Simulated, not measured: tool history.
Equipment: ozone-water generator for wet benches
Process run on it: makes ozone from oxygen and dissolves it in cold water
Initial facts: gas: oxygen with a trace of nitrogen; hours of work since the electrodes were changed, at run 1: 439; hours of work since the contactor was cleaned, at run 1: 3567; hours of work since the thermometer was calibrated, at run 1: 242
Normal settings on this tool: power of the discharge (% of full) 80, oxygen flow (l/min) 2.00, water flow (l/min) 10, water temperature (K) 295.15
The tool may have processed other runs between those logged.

run    hour  power of the discharge (% of full)  oxygen flow (l/min)  water flow (l/min)  water temperature (K)  hours of work since the electrodes were changed  hours of work since the contactor was cleaned  hours of work since the thermometer was calibrated  dissolved ozone (ppm)  ozone in the gas ahead of the water (g/m3)
  1     0.0                                  80                 2.00                  10                 295.15                                              439                                           3567                                                 242                   19.0                                       194.4
  2    68.2                                  80                 2.00                   9                 295.15                                              488                                           3616                                                 291                   20.4                                       195.1
  3   159.5                                  80                 2.00                   9                 295.15                                              554                                           3682                                                 357                   20.6                                       193.4
  4   253.8                                  80                 2.00                  10                 295.15                                              623                                           3750                                                 425                   18.7                                       194.6
  5   341.9                                  80                 2.00                  12                 295.15                                              686                                           3814                                                 489                   16.4                                       196.1
  6   423.7                                  80                 2.00                  10                 295.15                                              745                                           3873                                                 548                   19.1                                       195.0
  7   481.9                                  81                 2.00                  10                 295.15                                              788                                           3915                                                 590                   19.0                                       196.7
  8   542.5                                  81                 2.00                  10                 295.15                                              831                                           3959                                                 634                   19.3                                       197.1
  9   602.9                                  80                 2.00                  10                 295.15                                              875                                           4003                                                 678                   18.9                                       196.2
 10   664.9                                  80                 2.00                  10                 295.15                                              920                                           4048                                                 723                   18.8                                       196.7
 11   703.7                                  80                 2.00                   9                 295.15                                              948                                           4076                                                 751                   20.7                                       196.0
 12   791.3                                  80                 2.00                   9                 295.15                                             1011                                           4139                                                 814                   20.8                                       197.0
 13   841.3                                  80                 2.00                   9                 295.15                                             1048                                           4175                                                 851                   20.7                                       194.3
 14   896.8                                  80                 2.00                   9                 295.15                                             1088                                           4216                                                 891                   20.4                                       195.6
 15   987.6                                  80                 2.00                  10                 292.15                                             1153                                           4281                                                 956                   20.0                                       195.8
 16  1047.9                                  80                 2.00                  10                 292.15                                             1197                                           4325                                                1000                   19.7                                       196.6
 17  1115.5                                  80                 2.00                  10                 299.15                                             1246                                           4374                                                1049                   17.9                                       200.0
 18  1162.4                                  50                 2.00                  10                 295.15                                             1280                                           4408                                                1083                   13.6                                       142.5
 19  1236.7                                  50                 2.00                  15                 293.15                                             1334                                           4461                                                1136                    9.9                                       140.9
 20  1328.3                                  40                 2.00                  10                 295.15                                             1400                                           4528                                                1203                   11.6                                       120.9

Expected results for the next run?
 21  1375.2                                  80                 3.19                   8                 295.15                                             1434                                           4562                                                1237                      ?                                           ?

Run 21 gave dissolved ozone (ppm) 22.5, ozone in the gas ahead of the water (g/m3) 157.4.
Without the tool's hidden state the same run would have given dissolved ozone (ppm) 22.5, ozone in the gas ahead of the water (g/m3) 155.1.
